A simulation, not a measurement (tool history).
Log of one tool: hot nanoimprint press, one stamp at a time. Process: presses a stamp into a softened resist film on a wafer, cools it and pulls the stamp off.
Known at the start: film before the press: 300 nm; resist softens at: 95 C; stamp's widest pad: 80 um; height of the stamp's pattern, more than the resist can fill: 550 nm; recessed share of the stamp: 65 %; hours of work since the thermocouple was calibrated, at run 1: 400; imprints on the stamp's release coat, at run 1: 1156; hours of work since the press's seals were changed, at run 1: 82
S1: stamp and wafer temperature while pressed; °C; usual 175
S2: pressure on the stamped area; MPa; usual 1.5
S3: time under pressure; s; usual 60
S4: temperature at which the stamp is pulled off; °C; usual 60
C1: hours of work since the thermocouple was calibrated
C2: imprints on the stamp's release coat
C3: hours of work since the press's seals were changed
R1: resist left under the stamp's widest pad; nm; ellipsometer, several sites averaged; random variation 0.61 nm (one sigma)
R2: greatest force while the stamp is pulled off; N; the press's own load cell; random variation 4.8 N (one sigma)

run   hour   S1   S2  S3  S4   C1    C2   C3     R1   R2
  1    0.0  175  1.5  60  60  400  1156   82  171.1  237
  2   58.1  175  1.5  60  53  440  1356  122  171.7  255
  3   85.7  175  1.5  60  60  459  1451  141  172.0  241
  4  123.6  175  1.5  60  60  484  1582  167  170.2  234
  5  160.1  175  1.5  60  60  509  1708  192  171.9  233
  6  194.7  175  1.5  60  54  533  1827  215  171.8  252
     243.5  -- plate thermocouple calibrated
  7  251.2  175  1.5  60  54    5  2012  252  171.6  255
  8  292.0  175  1.5  60  54   33  2153  280  171.3  255
  9  336.8  175  1.5  60  54   64  2307  310  172.4  263
     355.0  -- stamp cleaned and given a new release coat
 10  384.8  175  1.5  60  54   92   103  339  169.6  262
 11  441.0  175  1.5  60  45  131   297  377  170.8  288
 12  479.1  175  1.5  60  45  157   428  403  171.8  284
 13  513.4  185  1.5  60  60  180   546  427  126.9  240
 14  556.6  185  1.5  60  60  210   695  456  125.4  236
 15  606.0  185  1.5  60  60  243   866  490  126.1  227
 16  652.8  185  1.5  60  60  275  1027  522  125.6  232
 17  688.6  185  1.5  60  60  300  1150  546  126.1  232

The next listed run, before its measurement:
 18  722.9  185  1.5  60  60  323  1269  570   ?   ?

{"run 18": {"R1": 125.7, "R2": 243}}
Without the tool's hidden state the same run would have given R1 125.8 nm, R2 241 N.

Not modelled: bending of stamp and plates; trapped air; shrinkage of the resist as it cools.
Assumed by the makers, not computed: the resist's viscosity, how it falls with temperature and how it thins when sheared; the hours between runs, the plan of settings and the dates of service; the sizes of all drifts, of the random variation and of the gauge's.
